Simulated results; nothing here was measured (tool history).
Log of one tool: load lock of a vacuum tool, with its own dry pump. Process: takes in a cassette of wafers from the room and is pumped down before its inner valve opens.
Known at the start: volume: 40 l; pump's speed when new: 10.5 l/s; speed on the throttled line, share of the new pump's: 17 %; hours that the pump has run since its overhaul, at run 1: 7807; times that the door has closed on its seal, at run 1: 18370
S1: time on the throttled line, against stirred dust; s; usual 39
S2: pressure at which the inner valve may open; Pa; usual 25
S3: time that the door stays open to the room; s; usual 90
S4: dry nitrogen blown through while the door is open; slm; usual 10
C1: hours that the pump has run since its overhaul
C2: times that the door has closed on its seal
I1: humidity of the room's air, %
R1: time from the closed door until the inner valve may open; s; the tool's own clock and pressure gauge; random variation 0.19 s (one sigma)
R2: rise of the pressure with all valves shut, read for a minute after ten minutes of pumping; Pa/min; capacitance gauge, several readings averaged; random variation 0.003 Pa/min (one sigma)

run	day	S1	S2	S3	S4	C1	C2	I1	R1	R2
1	0	39	25	90	10	7807	18370	46.2	66.2	0.112
2	4.671	39	25	90	10	7919	18683	45.1	66.1	0.114
3	8.104	39	25	90	10	8001	18913	45.5	66.3	0.117
4	11.421	39	25	90	10	8081	19135	44	65.9	0.116
5	17.762	39	25	90	10	8233	19560	43.1	66	0.111
6	22.954	39	25	90	10	8357	19908	45.2	65.9	0.122
7	29.367	39	25	90	10	8511	20337	45.9	66.3	0.119
8	35.062	39	25	90	10	8648	20719	42.8	66.4	0.119
9	38.05	39	25	90	10	8720	20919	44.3	66.3	0.125
10	44.458	39	25	90	10	8874	21348	46.1	66	0.128
11	50.117	39	25	90	10	9009	21727	45.3	66.6	0.128
12	54.192	39	37	90	10	9107	22000	45.2	64.8	0.131
13	59.958	39	37	90	10	9246	22386	47.3	64.6	0.135
14	66.367	39	37	90	10	9399	22816	45.8	64.9	0.132
15	71.529	39	37	90	10	9523	23161	44.9	64.9	0.131
16	74.638	49	37	90	10	9598	23369	45.7	73.2	0.132
17	81.121	49	37	90	10	9753	23804	43.6	72.8	0.134
18	84.225	49	37	90	10	9828	24012	45.1	73.4	0.136
19	88.571	39	25	90	10	9932	24303	42.4	66.2	0.145
20	94.025	26	25	90	44	10063	24668	41.5	56.4	0.125
21	100.854	48	49	90	24	10227	25126	43.6	71.2	0.135
22	107.525	39	30	70	34	10387	25572	45.3	66	0.136
23	112.15	39	25	90	37	10498	25882	47.5	66.8	0.139
24	115.417	22	27	86	7	10577	26101	48	52.8	0.154
25	120.238	39	30	90	10	10692	26424	45.7	66.5	0.156
26	124	39	36	90	10	10783	26676	46.7	65.6	0.161
27	127.992	39	36	90	10	10878	26943	43.7	65.3	0.146
28	134.046	23	25	55	32	11024	27349	45.1	53.9	0.141
29	141.242	23	25	55	32	11196	27831	45.1	53.9	0.142
30	148.333	23	25	27	32	11367	28306	47.8	53.8	0.143
31	153.608	26	24	239	10	11493	28659	51	56.6	0.204
32	157.192	23	33	204	4	11579	28899	43.4	53.1	0.198
33	162.217	52	25	90	43	11700	29236	46.6	78	0.16
34	167.183	52	25	202	43	11819	29568	45	77.5	0.172
35	172.108	22	19	184	36	11937	29898	45.8	54.3	0.176
36	176.071	50	21	90	10	12032	30164	44.4	77.1	0.181
37	180.312	50	34	88	10	12134	30448	49.7	75.3	0.183

Measured less the same run without the tool's hidden state. The same run-to-run variation is in both; the gauge's scatter may not be:
The hidden state here: pump's speed, % of a new pump's; leak at the door's seal, Pa l/s; drift of the gauge itself on ready_s, %; drift of the gauge itself on rise_pa_min, %.
run	R1	R2
1	+1.7	+0.068
2	+1.8	+0.07
3	+1.8	+0.072
4	+1.7	+0.074
5	+1.8	+0.076
6	+1.9	+0.077
7	+1.9	+0.08
8	+1.9	+0.08
9	+1.9	+0.082
10	+1.9	+0.085
11	+2	+0.087
12	+2	+0.088
13	+2	+0.091
14	+2	+0.092
15	+2	+0.094
16	+1.9	+0.095
17	+1.9	+0.098
18	+2	+0.1
19	+2.3	+0.103
20	+2.5	+0.103
21	+1.9	+0.107
22	+2.3	+0.11
23	+2.4	+0.111
24	+2.7	+0.112
25	+2.4	+0.115
26	+2.5	+0.116
27	+2.4	+0.117
28	+2.8	+0.12
29	+2.9	+0.122
30	+3	+0.125
31	+3.1	+0.129
32	+2.9	+0.13
33	+2.6	+0.134
34	+2.6	+0.137
35	+3.3	+0.138
36	+2.8	+0.138
37	+2.7	+0.14
